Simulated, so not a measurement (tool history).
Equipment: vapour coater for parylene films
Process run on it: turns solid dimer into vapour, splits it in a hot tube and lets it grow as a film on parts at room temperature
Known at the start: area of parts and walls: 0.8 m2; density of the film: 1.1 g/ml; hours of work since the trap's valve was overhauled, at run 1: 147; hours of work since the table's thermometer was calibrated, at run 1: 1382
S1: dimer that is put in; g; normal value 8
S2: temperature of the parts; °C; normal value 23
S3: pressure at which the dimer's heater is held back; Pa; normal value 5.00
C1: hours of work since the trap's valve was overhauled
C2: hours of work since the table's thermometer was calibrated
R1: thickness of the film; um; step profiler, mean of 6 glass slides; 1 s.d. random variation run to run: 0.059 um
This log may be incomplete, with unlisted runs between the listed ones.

run,hour,S1,S2,S3,C1,C2,R1
1,0.0,8,23,5.00,147,1382,6.93
2,21.7,8,23,5.00,164,1400,6.87
3,54.4,8,23,5.00,191,1427,6.92
4,83.2,5,23,5.00,214,1450,4.37
5,124.5,5,23,5.00,248,1484,4.31
6,171.6,5,23,5.00,286,1522,4.27
7,200.9,5,23,5.00,310,1546,4.31
8,233.0,5,23,5.00,336,1572,4.29
9,256.6,8,23,5.00,356,1592,6.96
10,299.8,8,23,5.00,391,1627,6.84
11,330.0,8,23,2.67,416,1651,7.79
12,355.6,8,23,5.00,436,1672,6.93
13,383.2,8,23,5.00,459,1695,6.91
14,422.5,8,23,5.00,491,1727,6.91
# hour 443.8: trap's valve overhauled
15,466.2,4,24,8.49,18,1759,2.97
16,499.0,4,22,6.02,45,1786,3.47
17,533.8,8,26,5.00,73,1814,6.01
18,567.0,6,18,5.02,100,1841,6.46
19,597.4,6,18,5.02,125,1866,6.55
20,643.5,6,18,5.02,163,1904,6.59
# hour 666.5: table's thermometer calibrated
21,683.9,6,31,9.56,195,14,3.16
22,708.1,6,31,9.56,215,34,3.17
23,742.3,7,31,2.25,243,62,4.87
24,769.1,7,31,2.25,264,84,4.93
25,811.7,10,23,8.41,299,118,7.86
26,843.2,10,23,8.41,325,144,7.91

Across each entry between runs, compare the hidden state at the last listed run before it with the hidden state at the first listed run after it:
After run 14, before run 15: trap's valve overhauled (hour 443.8)
  vapour lost through the trap's worn valve, %: 0.3 -> 0
After run 20, before run 21: table's thermometer calibrated (hour 666.5)
  true temperature of the parts over the reading, C: 0.04 -> 0
